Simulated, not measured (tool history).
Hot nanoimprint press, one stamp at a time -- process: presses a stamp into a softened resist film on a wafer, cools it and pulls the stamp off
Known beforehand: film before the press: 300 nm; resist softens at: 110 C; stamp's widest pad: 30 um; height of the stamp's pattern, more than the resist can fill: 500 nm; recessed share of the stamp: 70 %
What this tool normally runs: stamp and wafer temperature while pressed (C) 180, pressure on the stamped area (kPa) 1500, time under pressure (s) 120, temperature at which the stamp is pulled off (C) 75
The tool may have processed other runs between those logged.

| run | hour | stamp and wafer temperature while pressed (C) | pressure on the stamped area (kPa) | time under pressure (s) | temperature at which the stamp is pulled off (C) | resist left under the stamp's widest pad (angstrom) | greatest force while the stamp is pulled off (N) |
|---|---|---|---|---|---|---|---|
| 1 | 0.0 | 180 | 1500 | 120 | 75 | 1046 | 251 |
| 2 | 12.9 | 180 | 1500 | 120 | 75 | 1047 | 259 |
| 3 | 24.2 | 176 | 1500 | 120 | 75 | 1184 | 256 |
| 4 | 34.1 | 176 | 1500 | 120 | 75 | 1174 | 249 |
| 5 | 48.5 | 176 | 1500 | 120 | 75 | 1180 | 250 |
| 6 | 67.0 | 176 | 1850 | 120 | 75 | 1074 | 268 |
| 7 | 77.3 | 180 | 1500 | 120 | 75 | 1032 | 265 |
| 8 | 85.4 | 180 | 1500 | 120 | 75 | 1030 | 259 |
| 9 | 93.9 | 180 | 1840 | 120 | 75 | 929 | 252 |
| 10 | 104.2 | 180 | 1500 | 120 | 66 | 1035 | 286 |
| 11 | 122.6 | 180 | 1500 | 120 | 66 | 1040 | 297 |
| 12 | 132.2 | 180 | 1500 | 120 | 66 | 1032 | 295 |
| 13 | 147.3 | 180 | 1500 | 120 | 66 | 1046 | 293 |
| 14 | 163.1 | 180 | 1500 | 120 | 66 | 1042 | 299 |
| 15 | 180.9 | 180 | 1500 | 120 | 66 | 1032 | 301 |
| 16 | 190.8 | 180 | 1500 | 120 | 66 | 1036 | 301 |
| 17 | 203.5 | 180 | 1500 | 171 | 75 | 889 | 270 |
| 18 | 211.1 | 180 | 1500 | 123 | 69 | 1022 | 298 |
| 19 | 226.6 | 180 | 1500 | 123 | 69 | 1026 | 300 |
|  | 242.0 | stamp cleaned and given a new release coat |
| 20 | 246.0 | 182 | 1920 | 80 | 66 | 1009 | 240 |
| 21 | 260.9 | 190 | 1500 | 94 | 75 | 852 | 214 |
| 22 | 277.0 | 190 | 1490 | 173 | 82 | 654 | 196 |
| 23 | 293.1 | 190 | 1490 | 203 | 67 | 606 | 245 |
| 24 | 307.6 | 184 | 1110 | 115 | 73 | 1085 | 225 |
| 25 | 315.6 | 184 | 1110 | 115 | 73 | 1082 | 234 |
| 26 | 332.4 | 182 | 1500 | 120 | 66 | 983 | 257 |
| 27 | 348.7 | 180 | 1390 | 120 | 75 | 1068 | 232 |
| 28 | 359.0 | 180 | 1390 | 120 | 72 | 1061 | 235 |
| 29 | 366.5 | 180 | 1390 | 120 | 72 | 1070 | 232 |
| 30 | 376.4 | 180 | 1390 | 120 | 72 | 1063 | 237 |

Hidden state or all else? Some run-to-run changes of resist left under the stamp's widest pad (angstrom), split into what the settings, what came in and random variation would give without the hidden state, and what is left for the hidden state (with any gauge scatter that isn't in both results):
Hidden state present: true temperature over the reading, C; pressure that arrives at the usual setting, %; grip of the stamp's worn release coat, % over a new coat's; drift of the gauge itself on residual_nm, %; drift of the gauge itself on pull_off_n, %.
Run 20 -> 21: stamp and wafer temperature while pressed (C) 182 -> 190, pressure on the stamped area (kPa) 1920 -> 1500, time under pressure (s) 80 -> 94, temperature at which the stamp is pulled off (C) 66 -> 75. resist left under the stamp's widest pad (angstrom) -157: hidden state +3, all else -160.
Run 21 -> 22: pressure on the stamped area (kPa) 1500 -> 1490, time under pressure (s) 94 -> 173, temperature at which the stamp is pulled off (C) 75 -> 82. resist left under the stamp's widest pad (angstrom) -198: hidden state +2, all else -200.
Run 23 -> 24: stamp and wafer temperature while pressed (C) 190 -> 184, pressure on the stamped area (kPa) 1490 -> 1110, time under pressure (s) 203 -> 115, temperature at which the stamp is pulled off (C) 67 -> 73. resist left under the stamp's widest pad (angstrom) +479: hidden state -9, all else +488.
Run 26 -> 27: stamp and wafer temperature while pressed (C) 182 -> 180, pressure on the stamped area (kPa) 1500 -> 1390, temperature at which the stamp is pulled off (C) 66 -> 75. resist left under the stamp's widest pad (angstrom) +85: hidden state -3, all else +88.

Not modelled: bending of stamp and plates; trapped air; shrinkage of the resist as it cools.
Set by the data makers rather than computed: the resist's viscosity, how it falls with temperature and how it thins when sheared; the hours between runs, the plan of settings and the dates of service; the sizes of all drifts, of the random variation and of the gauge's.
